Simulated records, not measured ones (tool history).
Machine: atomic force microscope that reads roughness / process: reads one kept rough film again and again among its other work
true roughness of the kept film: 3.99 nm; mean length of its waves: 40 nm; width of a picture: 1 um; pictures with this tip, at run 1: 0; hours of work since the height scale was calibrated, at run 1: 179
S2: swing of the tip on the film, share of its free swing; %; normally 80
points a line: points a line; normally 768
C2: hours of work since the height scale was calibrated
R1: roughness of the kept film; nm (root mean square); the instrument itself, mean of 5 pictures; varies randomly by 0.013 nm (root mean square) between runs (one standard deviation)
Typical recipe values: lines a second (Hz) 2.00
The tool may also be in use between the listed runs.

{"run": 1, "day": 0.0, "lines a second (Hz)": 2.0, "S2": 80, "points a line": 768, "pictures with this tip": 0, "C2": 179, "R1": 2.98}
{"run": 2, "day": 0.412, "lines a second (Hz)": 2.0, "S2": 80, "points a line": 919, "pictures with this tip": 11, "C2": 183, "R1": 2.886}
{"run": 3, "day": 1.175, "lines a second (Hz)": 1.94, "S2": 80, "points a line": 768, "pictures with this tip": 30, "C2": 191, "R1": 2.791}
{"run": 4, "day": 1.554, "lines a second (Hz)": 1.94, "S2": 80, "points a line": 768, "pictures with this tip": 40, "C2": 195, "R1": 2.742}
{"run": 5, "day": 2.158, "lines a second (Hz)": 2.0, "S2": 82, "points a line": 768, "pictures with this tip": 56, "C2": 200, "R1": 2.587}
{"run": 6, "day": 2.775, "lines a second (Hz)": 2.0, "S2": 82, "points a line": 768, "pictures with this tip": 71, "C2": 206, "R1": 2.502}
{"run": 7, "day": 3.462, "lines a second (Hz)": 2.0, "S2": 80, "points a line": 768, "pictures with this tip": 89, "C2": 213, "R1": 2.457}
{"run": 8, "day": 4.188, "lines a second (Hz)": 0.87, "S2": 80, "points a line": 768, "pictures with this tip": 108, "C2": 220, "R1": 2.631}
{"run": 9, "day": 5.033, "lines a second (Hz)": 0.87, "S2": 80, "points a line": 768, "pictures with this tip": 129, "C2": 228, "R1": 2.508}
{"day": 5.117, "done": "new tip fitted"}
{"run": 10, "day": 5.433, "lines a second (Hz)": 0.87, "S2": 80, "points a line": 768, "pictures with this tip": 8, "C2": 232, "R1": 3.247}
{"run": 11, "day": 6.217, "lines a second (Hz)": 0.87, "S2": 80, "points a line": 768, "pictures with this tip": 28, "C2": 240, "R1": 3.118}
{"run": 12, "day": 7.079, "lines a second (Hz)": 0.87, "S2": 80, "points a line": 768, "pictures with this tip": 50, "C2": 248, "R1": 2.994}
{"run": 13, "day": 7.65, "lines a second (Hz)": 0.87, "S2": 80, "points a line": 768, "pictures with this tip": 65, "C2": 254, "R1": 2.901}
{"run": 14, "day": 8.475, "lines a second (Hz)": 0.87, "S2": 80, "points a line": 768, "pictures with this tip": 86, "C2": 262, "R1": 2.765}
{"run": 15, "day": 9.125, "lines a second (Hz)": 0.87, "S2": 80, "points a line": 768, "pictures with this tip": 103, "C2": 268, "R1": 2.67}
{"run": 16, "day": 9.546, "lines a second (Hz)": 0.87, "S2": 70, "points a line": 768, "pictures with this tip": 113, "C2": 272, "R1": 2.712}
{"day": 10.258, "done": "new tip fitted"}
{"run": 17, "day": 10.258, "lines a second (Hz)": 0.87, "S2": 70, "points a line": 768, "pictures with this tip": 0, "C2": 279, "R1": 3.428}
{"run": 18, "day": 10.862, "lines a second (Hz)": 0.57, "S2": 80, "points a line": 768, "pictures with this tip": 16, "C2": 285, "R1": 3.279}
{"run": 19, "day": 11.429, "lines a second (Hz)": 0.57, "S2": 80, "points a line": 768, "pictures with this tip": 30, "C2": 290, "R1": 3.183}
{"run": 20, "day": 12.142, "lines a second (Hz)": 0.57, "S2": 80, "points a line": 768, "pictures with this tip": 48, "C2": 297, "R1": 3.039}
{"run": 21, "day": 12.558, "lines a second (Hz)": 0.57, "S2": 80, "points a line": 768, "pictures with this tip": 59, "C2": 301, "R1": 2.98}
{"run": 22, "day": 13.1, "lines a second (Hz)": 2.0, "S2": 80, "points a line": 761, "pictures with this tip": 73, "C2": 307, "R1": 2.545}
{"run": 23, "day": 13.933, "lines a second (Hz)": 0.71, "S2": 80, "points a line": 768, "pictures with this tip": 94, "C2": 315, "R1": 2.734}
{"run": 24, "day": 14.754, "lines a second (Hz)": 0.71, "S2": 80, "points a line": 768, "pictures with this tip": 115, "C2": 323, "R1": 2.617}
{"run": 25, "day": 15.229, "lines a second (Hz)": 1.25, "S2": 80, "points a line": 768, "pictures with this tip": 128, "C2": 328, "R1": 2.452}
{"day": 15.408, "done": "new tip fitted"}
{"run": 26, "day": 15.925, "lines a second (Hz)": 1.25, "S2": 80, "points a line": 768, "pictures with this tip": 13, "C2": 334, "R1": 3.069}
{"run": 27, "day": 16.508, "lines a second (Hz)": 1.25, "S2": 80, "points a line": 768, "pictures with this tip": 28, "C2": 340, "R1": 2.952}
{"run": 28, "day": 17.112, "lines a second (Hz)": 0.83, "S2": 80, "points a line": 768, "pictures with this tip": 43, "C2": 346, "R1": 2.973}
{"run": 29, "day": 17.742, "lines a second (Hz)": 1.09, "S2": 84, "points a line": 727, "pictures with this tip": 59, "C2": 352, "R1": 2.79}
{"run": 30, "day": 18.304, "lines a second (Hz)": 2.08, "S2": 64, "points a line": 836, "pictures with this tip": 74, "C2": 357, "R1": 2.824}
{"run": 31, "day": 18.854, "lines a second (Hz)": 2.08, "S2": 64, "points a line": 836, "pictures with this tip": 88, "C2": 363, "R1": 2.731}
{"run": 32, "day": 19.35, "lines a second (Hz)": 3.71, "S2": 81, "points a line": 768, "pictures with this tip": 101, "C2": 368, "R1": 2.092}
{"run": 33, "day": 20.075, "lines a second (Hz)": 2.46, "S2": 63, "points a line": 259, "pictures with this tip": 119, "C2": 375, "R1": 2.53}
{"day": 20.554, "done": "new tip fitted"}
{"run": 34, "day": 20.833, "lines a second (Hz)": 3.21, "S2": 65, "points a line": 259, "pictures with this tip": 7, "C2": 382, "R1": 3.065}
{"run": 35, "day": 21.65, "lines a second (Hz)": 1.3, "S2": 65, "points a line": 259, "pictures with this tip": 28, "C2": 390, "R1": 3.14}
{"day": 21.738, "done": "height scale calibrated on a step standard"}
{"run": 36, "day": 22.188, "lines a second (Hz)": 1.3, "S2": 65, "points a line": 259, "pictures with this tip": 41, "C2": 4, "R1": 3.042}
{"run": 37, "day": 22.754, "lines a second (Hz)": 1.3, "S2": 65, "points a line": 329, "pictures with this tip": 55, "C2": 10, "R1": 2.97}
{"run": 38, "day": 23.238, "lines a second (Hz)": 2.0, "S2": 77, "points a line": 768, "pictures with this tip": 68, "C2": 15, "R1": 2.624}
{"run": 39, "day": 23.892, "lines a second (Hz)": 2.0, "S2": 73, "points a line": 533, "pictures with this tip": 84, "C2": 21, "R1": 2.608}
{"run": 40, "day": 24.596, "lines a second (Hz)": 0.51, "S2": 66, "points a line": 533, "pictures with this tip": 102, "C2": 28, "R1": 2.815}
{"run": 41, "day": 25.121, "lines a second (Hz)": 0.51, "S2": 66, "points a line": 325, "pictures with this tip": 116, "C2": 33, "R1": 2.717}
{"day": 25.721, "done": "new tip fitted"}
{"run": 42, "day": 25.908, "lines a second (Hz)": 2.91, "S2": 77, "points a line": 325, "pictures with this tip": 5, "C2": 40, "R1": 2.787}
{"run": 43, "day": 26.433, "lines a second (Hz)": 2.0, "S2": 74, "points a line": 304, "pictures with this tip": 18, "C2": 46, "R1": 2.998}
{"day": 26.754, "done": "height scale calibrated on a step standard, once more"}
{"run": 44, "day": 26.883, "lines a second (Hz)": 1.57, "S2": 56, "points a line": 777, "pictures with this tip": 28, "C2": 1, "R1": 3.279}
{"run": 45, "day": 27.325, "lines a second (Hz)": 1.57, "S2": 56, "points a line": 777, "pictures with this tip": 40, "C2": 6, "R1": 3.204}
{"run": 46, "day": 28.117, "lines a second (Hz)": 0.5, "S2": 83, "points a line": 1019, "pictures with this tip": 60, "C2": 13, "R1": 3.002}
{"run": 47, "day": 28.921, "lines a second (Hz)": 2.56, "S2": 83, "points a line": 611, "pictures with this tip": 81, "C2": 21, "R1": 2.315}
{"run": 48, "day": 29.529, "lines a second (Hz)": 0.54, "S2": 61, "points a line": 341, "pictures with this tip": 96, "C2": 27, "R1": 2.88}
{"run": 49, "day": 30.358, "lines a second (Hz)": 0.54, "S2": 61, "points a line": 341, "pictures with this tip": 118, "C2": 35, "R1": 2.762}
{"run": 50, "day": 30.717, "lines a second (Hz)": 1.79, "S2": 61, "points a line": 597, "pictures with this tip": 127, "C2": 39, "R1": 2.593}
{"day": 30.925, "done": "new tip fitted"}
{"run": 51, "day": 31.596, "lines a second (Hz)": 2.21, "S2": 69, "points a line": 779, "pictures with this tip": 17, "C2": 47, "R1": 3.05}
{"run": 52, "day": 32.383, "lines a second (Hz)": 0.94, "S2": 69, "points a line": 299, "pictures with this tip": 37, "C2": 55, "R1": 3.121}
{"run": 53, "day": 32.825, "lines a second (Hz)": 0.68, "S2": 70, "points a line": 624, "pictures with this tip": 48, "C2": 59, "R1": 3.093}

Predict each of these 3 candidate next runs independently; none follows another, all start after run 53:
{"run": "A", "day": 33.646, "lines a second (Hz)": 0.68, "S2": 70, "points a line": 726, "pictures with this tip": 69, "C2": 67, "R1": "?"}
{"run": "B", "day": 33.646, "lines a second (Hz)": 0.68, "S2": 76, "points a line": 624, "pictures with this tip": 69, "C2": 67, "R1": "?"}
{"run": "C", "day": 33.646, "lines a second (Hz)": 3.22, "S2": 85, "points a line": 334, "pictures with this tip": 69, "C2": 67, "R1": "?"}

run=A R1=2.952
run=B R1=2.901
run=C R1=2.151
Without the tool's unlogged condition, the same runs would have read:
run=A R1=3.477
run=B R1=3.418
run=C R1=2.533

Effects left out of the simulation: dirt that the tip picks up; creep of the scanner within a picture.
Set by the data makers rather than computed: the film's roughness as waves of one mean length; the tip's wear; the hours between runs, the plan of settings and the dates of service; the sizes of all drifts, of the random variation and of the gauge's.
